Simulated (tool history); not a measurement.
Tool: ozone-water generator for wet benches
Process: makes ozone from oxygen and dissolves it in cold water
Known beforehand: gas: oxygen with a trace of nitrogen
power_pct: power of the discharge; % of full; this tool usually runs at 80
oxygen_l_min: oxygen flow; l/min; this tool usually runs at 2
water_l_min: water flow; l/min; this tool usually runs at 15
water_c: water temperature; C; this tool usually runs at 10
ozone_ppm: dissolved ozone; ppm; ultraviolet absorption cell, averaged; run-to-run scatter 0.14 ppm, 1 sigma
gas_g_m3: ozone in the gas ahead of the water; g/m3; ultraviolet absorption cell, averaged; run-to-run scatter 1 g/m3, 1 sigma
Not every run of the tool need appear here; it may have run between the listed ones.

run,hour,power_pct,oxygen_l_min,water_l_min,water_c,ozone_ppm,gas_g_m3
1,0,80,2,15,10,15.7,185.5
2,38.8,80,2,15,10,16,182
3,91.4,80,2,15,7,16,186.1
4,123,80,2,15,7,16.1,184.1
5,175,80,2,15,7,16,182.9
6,228.3,80,2,15,7,16.3,184.1
7,302.4,80,2,15,10,15.9,181.8
8,373.3,69,2,15,10,14.7,168.2
9,404.7,83,2,15,10,16.3,186
10,451.1,83,2,15,10,16,186.5
11,499.9,83,2,15,10,16.2,186.1
12,564.6,83,2,15,10,16.1,187.3
13,620.9,83,2,15,10,16.3,184.4
14,689.2,80,2,13,10,18.2,182
15,744.8,80,2,22,10,10.8,182.5
16,818.1,80,2,22,10,10.8,181.4
17,850.4,80,2,15,10,15.9,179.1
18,911.2,80,2,15,10,15.9,181.4
19,964.4,80,2,15,10,15.6,182.6
20,1000.9,80,2,15,10,15.8,180.6
21,1041.6,80,3.35,13,10,20.9,144.7
22,1113.5,80,1.84,22,7,10.6,184.9
23,1171.4,95,3.23,21,7,15.2,164.1
24,1236.6,95,3.23,21,7,15.4,162.8
25,1306.9,70,2,15,14,14.3,165.7
26,1355.4,70,2,15,14,14.2,164.4
27,1391.3,80,1.79,15,16,14.5,187.5
28,1445.6,54,1.7,9,6,19.3,152.3
29,1514.2,54,1.7,9,6,19.5,151.6
30,1585.2,54,1.7,9,6,19.7,152.3
31,1632.7,53,1.7,9,6,19.5,149.9
32,1673.1,53,1.7,9,6,19.2,149.8
# hour 1725.9: gauge calibrated
33,1745.1,53,3.31,9,6,22.3,119.1

Below are 4 alternative next runs, each starting from the tool's condition after run 33. Predict each:
A,1798.3,64,2.12,15,6,?,?
B,1798.3,80,2,12,10,?,?
C,1798.3,65,3.22,9,12,?,?
D,1798.3,72,3.31,9,6,?,?

run,ozone_ppm,gas_g_m3
A,14.8,158.4
B,19.7,184.6
C,23,133.5
D,26.6,140.2
With the hidden condition removed and each run's random variation left untouched, the same runs would have given:
run,ozone_ppm,gas_g_m3
A,14.8,158.7
B,19.7,185
C,23.1,133.7
D,26.6,140.4
